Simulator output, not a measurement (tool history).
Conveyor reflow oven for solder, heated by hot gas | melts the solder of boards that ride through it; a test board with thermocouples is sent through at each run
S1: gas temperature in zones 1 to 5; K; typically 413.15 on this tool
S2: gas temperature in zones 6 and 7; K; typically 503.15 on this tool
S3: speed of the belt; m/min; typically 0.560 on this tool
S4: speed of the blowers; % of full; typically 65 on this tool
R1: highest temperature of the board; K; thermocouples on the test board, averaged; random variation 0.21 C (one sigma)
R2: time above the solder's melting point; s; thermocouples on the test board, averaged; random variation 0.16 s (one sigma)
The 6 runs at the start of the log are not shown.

Run 7, hour 276.4: usual settings. Result: R1 486.65 K, R2 46.3 s.
Run 8, hour 307.9: usual settings but S2 505.15 K. Result: R1 488.85 K, R2 47.5 s.
Run 9, hour 349.7: usual settings but S2 505.15 K. Result: R1 488.55 K, R2 47.5 s.
At hour 371.4: flux residue cleaned out of gas plates and filters.
Run 10, hour 388.4: usual settings but S2 505.15 K. Result: R1 489.15 K, R2 48.6 s.
Run 11, hour 440.6: usual settings. Result: R1 487.35 K, R2 47.2 s.
Run 12, hour 500.0: usual settings. Result: R1 487.35 K, R2 46.8 s.
Run 13, hour 543.6: usual settings. Result: R1 486.95 K, R2 46.5 s.
Run 14, hour 574.8: usual settings. Result: R1 487.35 K, R2 46.7 s.
Run 15, hour 613.3: usual settings but S4 80 % of full. Result: R1 490.05 K, R2 48.9 s.
Run 16, hour 658.3: usual settings but S1 405.15 K. Result: R1 485.45 K, R2 43.2 s.
Run 17, hour 719.4: usual settings but S1 401.15 K, S3 0.620 m/min. Result: R1 480.45 K, R2 33.6 s.
At hour 783.6: flux residue cleaned out of gas plates and filters.
Run 18, hour 790.5: usual settings but S1 411.15 K, S2 504.15 K, S4 72 % of full. Result: R1 489.25 K, R2 48.3 s.
Run 19, hour 855.7: usual settings but S2 511.15 K, S3 0.519 m/min. Result: R1 496.65 K, R2 57.4 s.
Run 20, hour 894.5: usual settings but S2 514.15 K, S3 0.519 m/min. Result: R1 498.95 K, R2 58.7 s.
Run 21, hour 929.7: usual settings but S1 404.15 K, S2 498.15 K, S3 0.516 m/min, S4 84 % of full. Result: R1 486.75 K, R2 49.7 s.
Run 22, hour 996.0: usual settings but S1 404.15 K, S2 517.15 K, S3 0.516 m/min, S4 79 % of full. Result: R1 502.75 K, R2 58.8 s.
Run 23, hour 1061.6: usual settings but S1 404.15 K, S2 517.15 K, S3 0.516 m/min, S4 79 % of full. Result: R1 502.35 K, R2 58.9 s.
Run 24, hour 1099.9: usual settings but S2 491.15 K. Result: R1 475.65 K, R2 37.9 s.
Run 25, hour 1162.3: usual settings but S2 491.15 K, S4 83 % of full. Result: R1 478.65 K, R2 41.5 s.
At hour 1200.7: flux residue cleaned out of gas plates and filters.
Run 26, hour 1227.1: usual settings but S2 500.15 K, S4 83 % of full. Result: R1 487.35 K, R2 48.2 s.
Run 27, hour 1277.0: usual settings but S1 414.15 K, S2 493.15 K. Result: R1 477.75 K, R2 40.1 s.
Run 28, hour 1318.9: usual settings but S1 414.15 K, S2 493.15 K. Result: R1 477.75 K, R2 40.2 s.

Expected results for the next run?
Run 29, hour 1385.9: usual settings but S1 414.15 K, S2 493.15 K, S4 64 % of full. Result: R1 ?, R2 ?.

Run 29 produced R1 477.55 K, R2 39.7 s.
The same run, on a tool lacking any hidden state, would have yielded R1 478.95 K, R2 40.3 s.

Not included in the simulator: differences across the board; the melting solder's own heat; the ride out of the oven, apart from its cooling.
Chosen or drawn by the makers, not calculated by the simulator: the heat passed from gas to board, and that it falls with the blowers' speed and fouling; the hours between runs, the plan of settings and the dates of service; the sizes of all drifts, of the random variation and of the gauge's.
